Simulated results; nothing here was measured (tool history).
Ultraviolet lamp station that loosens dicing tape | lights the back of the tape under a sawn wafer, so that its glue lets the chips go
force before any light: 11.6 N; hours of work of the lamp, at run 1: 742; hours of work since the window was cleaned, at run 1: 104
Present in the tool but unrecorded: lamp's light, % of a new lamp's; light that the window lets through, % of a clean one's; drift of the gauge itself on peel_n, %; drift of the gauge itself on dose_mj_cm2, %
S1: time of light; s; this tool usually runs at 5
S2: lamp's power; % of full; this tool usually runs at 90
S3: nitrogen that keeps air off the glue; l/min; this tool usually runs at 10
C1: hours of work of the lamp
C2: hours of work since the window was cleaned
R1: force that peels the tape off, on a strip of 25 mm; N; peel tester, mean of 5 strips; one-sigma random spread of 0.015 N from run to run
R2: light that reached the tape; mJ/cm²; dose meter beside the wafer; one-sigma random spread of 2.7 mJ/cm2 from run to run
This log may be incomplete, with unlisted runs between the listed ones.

run   hour  S1  S2  S3    C1   C2     R1   R2
  1      0   5  90  10   742  104   0.69  375
  2   21.6   5  90  10   758  121  0.672  373
  3   43.3   5  90  10   775  137  0.717  377
  4   67.6   5  90  10   793  155  0.706  369
  5   91.8   5  90  10   811  174   0.71  373
  6  113.2   3  90  10   827  190  2.074  227
     128.4  -- window cleaned of glue's vapour
  7  133.4   5  77  10   842    4  0.976  320
  8  148.9   5  90  16   854   16  0.591  380
  9  163.7   5  90  10   865   27  0.706  376
 10  190.7   5  90  10   886   47  0.686  377
 11  207.8   5  84  10   899   60   0.79  351
 12  238.5   5  84  10   922   83    0.8  348
 13  265.9   2  90  10   942  104  3.538  153
 14  284.1   2  90  10   956  118  3.568  153
 15  313.7   2  81  10   979  140  4.066  135
 16  337.2   2  81  10   996  158  4.128  136
 17    370   2  81  10  1021  183  3.927  140
 18    388   5  90  10  1035  196  0.666  374
     395.4  -- window cleaned of glue's vapour
 19  417.4   5  89  10  1057   17   0.74  372
 20  440.6   5  89  10  1074   34  0.693  369
 21  463.4   5  89  10  1092   51  0.711  366
 22  489.8   5  90  10  1112   71  0.685  374
 23  503.7  10  94  14  1122   82  0.175  777
 24  520.5  10  94  18  1135   95  0.167  782
 25  535.7   5  74  10  1146  106   1.08  309
 26  559.7   6  81  10  1164  124  0.584  402
 27  584.5   6  81  10  1183  143  0.589  398
 28  617.6   9  81  12  1208  168  0.219  605
 29  643.3   7  93  10  1228  188  0.308  539
     662.4  -- window cleaned of glue's vapour
 30  676.5   7  85  10  1252   11  0.364  493
 31    708   5  84   4  1276   34  1.307  347
 32  738.7   5  78   9  1299   58  1.015  326
 33  771.5   5  78   9  1324   82  1.042  325
 34    787   3  90   3  1336   94  2.953  224

For run 35, what comes out?
 35  803.9   7  77   8  1349  107   ?   ?

R1: 0.524 N
R2: 449 mJ/cm²
The same run, on a tool lacking any hidden state, would have yielded R1 0.52 N, R2 451 mJ/cm².
